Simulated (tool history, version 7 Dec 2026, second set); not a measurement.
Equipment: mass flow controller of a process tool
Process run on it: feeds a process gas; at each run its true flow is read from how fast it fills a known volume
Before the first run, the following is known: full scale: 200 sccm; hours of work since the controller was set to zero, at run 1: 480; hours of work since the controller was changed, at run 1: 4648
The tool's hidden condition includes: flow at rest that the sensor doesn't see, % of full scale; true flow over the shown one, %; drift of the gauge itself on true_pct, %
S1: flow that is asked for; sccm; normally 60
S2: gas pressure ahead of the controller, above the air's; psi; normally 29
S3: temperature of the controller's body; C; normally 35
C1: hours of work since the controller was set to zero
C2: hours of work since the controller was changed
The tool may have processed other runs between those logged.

{"run": 1, "day": 0.0, "S1": 60, "S2": 29, "S3": 35, "C1": 480, "C2": 4648, "true flow (%)": 98.33}
{"run": 2, "day": 6.85, "S1": 60, "S2": 29.6, "S3": 35, "C1": 579, "C2": 4747, "true flow (%)": 98.39}
{"run": 3, "day": 12.608, "S1": 60, "S2": 29.6, "S3": 35, "C1": 662, "C2": 4830, "true flow (%)": 98.48}
{"run": 4, "day": 21.367, "S1": 60, "S2": 29.6, "S3": 35, "C1": 789, "C2": 4957, "true flow (%)": 98.28}
{"run": 5, "day": 25.783, "S1": 60, "S2": 29, "S3": 35, "C1": 853, "C2": 5021, "true flow (%)": 98.32}
{"run": 6, "day": 33.992, "S1": 60, "S2": 29, "S3": 35, "C1": 971, "C2": 5140, "true flow (%)": 98.23}
{"run": 7, "day": 40.812, "S1": 60, "S2": 29, "S3": 35, "C1": 1070, "C2": 5238, "true flow (%)": 98.47}
{"run": 8, "day": 48.817, "S1": 60, "S2": 32.9, "S3": 35, "C1": 1186, "C2": 5354, "true flow (%)": 98.31}
{"run": 9, "day": 57.096, "S1": 97, "S2": 29, "S3": 35, "C1": 1305, "C2": 5474, "true flow (%)": 98.47}
{"run": 10, "day": 63.388, "S1": 97, "S2": 22.8, "S3": 35, "C1": 1396, "C2": 5565, "true flow (%)": 98.7}
{"run": 11, "day": 67.996, "S1": 97, "S2": 22.8, "S3": 35, "C1": 1463, "C2": 5631, "true flow (%)": 98.73}
{"run": 12, "day": 73.892, "S1": 97, "S2": 22.8, "S3": 35, "C1": 1548, "C2": 5717, "true flow (%)": 98.7}
{"run": 13, "day": 78.712, "S1": 60, "S2": 28.1, "S3": 35, "C1": 1618, "C2": 5786, "true flow (%)": 98.39}
{"run": 14, "day": 84.375, "S1": 60, "S2": 29, "S3": 35, "C1": 1700, "C2": 5868, "true flow (%)": 98.24}
{"run": 15, "day": 90.325, "S1": 60, "S2": 29, "S3": 35, "C1": 1786, "C2": 5954, "true flow (%)": 98.35}
{"run": 16, "day": 96.488, "S1": 60, "S2": 29, "S3": 35, "C1": 1875, "C2": 6043, "true flow (%)": 98.27}
{"run": 17, "day": 103.892, "S1": 60, "S2": 29, "S3": 28, "C1": 1982, "C2": 6150, "true flow (%)": 98.96}
{"run": 18, "day": 108.954, "S1": 60, "S2": 29, "S3": 28, "C1": 2055, "C2": 6224, "true flow (%)": 99.15}
{"day": 112.058, "done": "controller exchanged for a calibrated one"}
{"run": 19, "day": 117.546, "S1": 113, "S2": 21.5, "S3": 28, "C1": 79, "C2": 79, "true flow (%)": 99.5}
{"run": 20, "day": 123.958, "S1": 20, "S2": 29, "S3": 35, "C1": 172, "C2": 172, "true flow (%)": 98.25}

Estimate the outcome of run 21 from the log above:
{"run": 21, "day": 128.671, "S1": 20, "S2": 29, "S3": 35, "C1": 240, "C2": 240, "true flow (%)": "?"}

Run 21 yielded true flow (%) 98.19.
With the hidden condition absent and the run-to-run variation left alone, this run would have shown true flow (%) 98.2.

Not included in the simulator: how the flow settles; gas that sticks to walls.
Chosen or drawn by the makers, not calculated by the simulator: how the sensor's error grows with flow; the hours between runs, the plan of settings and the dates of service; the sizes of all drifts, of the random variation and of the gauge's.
